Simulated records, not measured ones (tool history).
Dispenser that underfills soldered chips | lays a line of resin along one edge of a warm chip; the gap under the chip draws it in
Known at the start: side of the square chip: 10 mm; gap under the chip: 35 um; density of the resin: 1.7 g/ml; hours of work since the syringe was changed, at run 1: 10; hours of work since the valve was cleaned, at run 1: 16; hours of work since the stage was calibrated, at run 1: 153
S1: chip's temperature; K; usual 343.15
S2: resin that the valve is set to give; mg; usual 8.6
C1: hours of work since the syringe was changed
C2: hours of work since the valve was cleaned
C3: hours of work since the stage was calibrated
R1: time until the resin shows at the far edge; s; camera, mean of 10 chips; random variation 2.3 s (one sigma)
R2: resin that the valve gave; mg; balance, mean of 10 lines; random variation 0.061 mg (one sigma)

| run | hour | S1 | S2 | C1 | C2 | C3 | R1 | R2 |
|---|---|---|---|---|---|---|---|---|
| 1 | 0 | 343.15 | 8.6 | 10 | 16 | 153 | 337.6 | 8.45 |
|  | 2 | new syringe of resin |
| 2 | 7 | 343.15 | 7.42 | 4 | 21 | 158 | 275.5 | 7.18 |
| 3 | 13.7 | 343.15 | 7.42 | 8 | 26 | 163 | 331.6 | 7.34 |
|  | 18.5 | new syringe of resin |
| 4 | 19.1 | 343.15 | 7.42 | 0 | 30 | 166 | 243.1 | 7.16 |
| 5 | 24.7 | 343.15 | 7.42 | 4 | 34 | 171 | 281.2 | 7.21 |
| 6 | 28.6 | 343.15 | 9.6 | 7 | 37 | 173 | 291.4 | 9.3 |
| 7 | 33.6 | 343.15 | 9.6 | 11 | 40 | 177 | 347.9 | 9.26 |
|  | 34.8 | new syringe of resin |
| 8 | 37.6 | 343.15 | 9.6 | 2 | 43 | 180 | 247.5 | 9.09 |
| 9 | 43.9 | 343.15 | 8.6 | 7 | 47 | 184 | 289.3 | 8.34 |
|  | 50.9 | new syringe of resin |
| 10 | 51.3 | 343.15 | 8.88 | 0 | 53 | 189 | 224.1 | 8.5 |
| 11 | 55.2 | 354.15 | 8.6 | 3 | 56 | 192 | 179.3 | 8.07 |
| 12 | 62 | 354.15 | 8.6 | 8 | 60 | 197 | 217 | 8.09 |
|  | 67.7 | new syringe of resin |
|  | 69.5 | dispensing valve cleaned and set on the balance |
| 13 | 70.2 | 354.15 | 8.6 | 1 | 1 | 202 | 163.6 | 8.67 |
| 14 | 73.4 | 345.15 | 8.6 | 3 | 3 | 205 | 234.5 | 8.59 |
| 15 | 79.9 | 353.15 | 8.6 | 8 | 8 | 209 | 217.3 | 8.57 |
|  | 85.2 | new syringe of resin |
| 16 | 86.7 | 353.15 | 8.6 | 1 | 12 | 214 | 175.1 | 8.52 |
| 17 | 90.2 | 353.15 | 8.6 | 4 | 15 | 217 | 189.7 | 8.51 |
| 18 | 94 | 353.15 | 8.6 | 6 | 18 | 219 | 212.3 | 8.39 |
| 19 | 101 | 337.15 | 7.61 | 11 | 23 | 224 | 434.8 | 7.4 |
|  | 101.8 | new syringe of resin |
| 20 | 104.7 | 348.15 | 10.13 | 2 | 25 | 227 | 203.5 | 9.9 |
| 21 | 109.2 | 348.15 | 10.13 | 5 | 28 | 230 | 226.1 | 9.88 |
| 22 | 113.5 | 348.15 | 10.13 | 9 | 32 | 233 | 260.1 | 9.97 |
| 23 | 117.5 | 343.15 | 11.16 | 11 | 34 | 236 | 336.8 | 10.69 |
|  | 118.1 | new syringe of resin |
| 24 | 120.9 | 353.15 | 10.65 | 2 | 37 | 239 | 171.5 | 10.22 |
| 25 | 126.6 | 353.15 | 10.65 | 6 | 41 | 243 | 204.2 | 10.34 |
| 26 | 132.8 | 357.15 | 10.32 | 11 | 45 | 247 | 214.6 | 9.95 |
|  | 134.4 | new syringe of resin |
| 27 | 139.7 | 334.15 | 9.13 | 4 | 50 | 252 | 338.2 | 8.77 |
| 28 | 146.6 | 357.15 | 8.8 | 9 | 55 | 257 | 205.7 | 8.32 |
|  | 150.8 | new syringe of resin |
| 29 | 151.3 | 348.15 | 9.5 | 0 | 58 | 260 | 192.6 | 9.03 |
| 30 | 157.5 | 348.15 | 9.5 | 5 | 63 | 265 | 226.1 | 8.87 |
|  | 161.2 | dispensing valve cleaned and set on the balance |
| 31 | 161.5 | 348.15 | 9.5 | 7 | 0 | 267 | 242 | 9.54 |
| 32 | 166.6 | 348.15 | 9.5 | 11 | 4 | 271 | 281.6 | 9.49 |
|  | 168.1 | new syringe of resin |
| 33 | 171.5 | 348.15 | 9.5 | 2 | 7 | 274 | 204.4 | 9.49 |
| 34 | 174.5 | 348.15 | 9.5 | 5 | 9 | 276 | 221.2 | 9.63 |
| 35 | 181.4 | 342.15 | 10.26 | 10 | 15 | 281 | 320.8 | 10.17 |

The same runs without the tool's hidden state, with the same run-to-run variation:
The hidden state here: resin's viscosity, % of fresh resin's; dose that the valve gives, % of what is set; true chip temperature over the reading, C; drift of the gauge itself on fill_s, %; drift of the gauge itself on given_mg, %.
| run | R1 | R2 |
|---|---|---|
| 1 | 232.9 | 8.57 |
| 2 | 239.2 | 7.31 |
| 3 | 239 | 7.51 |
| 4 | 243.1 | 7.36 |
| 5 | 240.2 | 7.44 |
| 6 | 225.2 | 9.62 |
| 7 | 233.8 | 9.61 |
| 8 | 234 | 9.47 |
| 9 | 228.5 | 8.72 |
| 10 | 228.6 | 8.94 |
| 11 | 163.1 | 8.52 |
| 12 | 163.5 | 8.59 |
| 13 | 165 | 8.66 |
| 14 | 217 | 8.59 |
| 15 | 167.3 | 8.62 |
| 16 | 171.4 | 8.61 |
| 17 | 168.5 | 8.62 |
| 18 | 169.5 | 8.52 |
| 19 | 285.8 | 7.55 |
| 20 | 194.4 | 10.13 |
| 21 | 190.6 | 10.14 |
| 22 | 194.5 | 10.26 |
| 23 | 226.5 | 11.05 |
| 24 | 164.1 | 10.59 |
| 25 | 166.4 | 10.75 |
| 26 | 147.3 | 10.39 |
| 27 | 305.6 | 9.21 |
| 28 | 152.5 | 8.78 |
| 29 | 197.8 | 9.56 |
| 30 | 195.3 | 9.44 |
| 31 | 193.9 | 9.5 |
| 32 | 196.2 | 9.48 |
| 33 | 196.1 | 9.52 |
| 34 | 195 | 9.68 |
| 35 | 233.5 | 10.28 |
